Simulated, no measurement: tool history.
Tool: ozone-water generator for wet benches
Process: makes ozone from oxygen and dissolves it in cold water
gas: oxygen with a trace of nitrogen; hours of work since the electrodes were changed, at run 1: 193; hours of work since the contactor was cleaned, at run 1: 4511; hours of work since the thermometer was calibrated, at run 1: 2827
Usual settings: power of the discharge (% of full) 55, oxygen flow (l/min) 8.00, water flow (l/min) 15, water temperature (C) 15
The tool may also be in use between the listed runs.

| run | hour | power of the discharge (% of full) | oxygen flow (l/min) | water flow (l/min) | water temperature (C) | hours of work since the electrodes were changed | hours of work since the contactor was cleaned | hours of work since the thermometer was calibrated | dissolved ozone (ppm) | ozone in the gas ahead of the water (g/m3) |
|---|---|---|---|---|---|---|---|---|---|---|
| 1 | 0.0 | 55 | 8.00 | 15 | 15 | 193 | 4511 | 2827 | 31.3 | 181.9 |
| 2 | 19.8 | 55 | 8.00 | 15 | 15 | 211 | 4529 | 2846 | 31.1 | 181.6 |
| 3 | 41.6 | 55 | 8.00 | 15 | 15 | 231 | 4549 | 2866 | 31.1 | 181.7 |
| 4 | 69.4 | 55 | 8.00 | 15 | 15 | 257 | 4575 | 2891 | 31.3 | 182.8 |
| 5 | 104.5 | 55 | 8.00 | 15 | 15 | 289 | 4607 | 2923 | 30.9 | 182.3 |
| 6 | 119.9 | 55 | 8.00 | 15 | 15 | 304 | 4622 | 2938 | 30.9 | 181.6 |
| 7 | 156.0 | 55 | 8.00 | 15 | 15 | 337 | 4655 | 2971 | 31.2 | 179.7 |
| 8 | 189.5 | 55 | 8.00 | 15 | 20 | 368 | 4686 | 3002 | 28.0 | 180.9 |
| 9 | 224.1 | 55 | 8.00 | 15 | 20 | 399 | 4717 | 3034 | 27.8 | 180.3 |
| 10 | 257.8 | 55 | 8.00 | 11 | 20 | 431 | 4749 | 3065 | 33.3 | 180.6 |
| 11 | 279.9 | 55 | 8.00 | 11 | 20 | 451 | 4769 | 3085 | 33.0 | 181.3 |
| 12 | 298.3 | 55 | 13.80 | 15 | 15 | 468 | 4786 | 3102 | 28.5 | 138.2 |
| 13 | 331.0 | 55 | 13.80 | 15 | 15 | 498 | 4816 | 3132 | 28.4 | 138.0 |
| 14 | 365.9 | 65 | 8.00 | 15 | 15 | 530 | 4848 | 3164 | 35.4 | 207.2 |
| 15 | 401.6 | 55 | 8.00 | 15 | 21 | 563 | 4881 | 3197 | 27.2 | 180.3 |
| 16 | 437.8 | 55 | 6.23 | 21 | 15 | 596 | 4914 | 3230 | 23.4 | 204.5 |
| 17 | 456.3 | 57 | 7.34 | 21 | 15 | 613 | 4931 | 3247 | 24.7 | 193.5 |
| 18 | 483.5 | 55 | 6.78 | 15 | 20 | 638 | 4956 | 3273 | 28.4 | 194.7 |

Forecast run 19:
| 19 | 507.4 | 92 | 12.94 | 23 | 8 | 660 | 4978 | 3295 | ? | ? |

dissolved ozone (ppm): 36.4
ozone in the gas ahead of the water (g/m3): 213.2
Without the tool's hidden state the same run would have given dissolved ozone (ppm) 38.3, ozone in the gas ahead of the water (g/m3) 217.4.
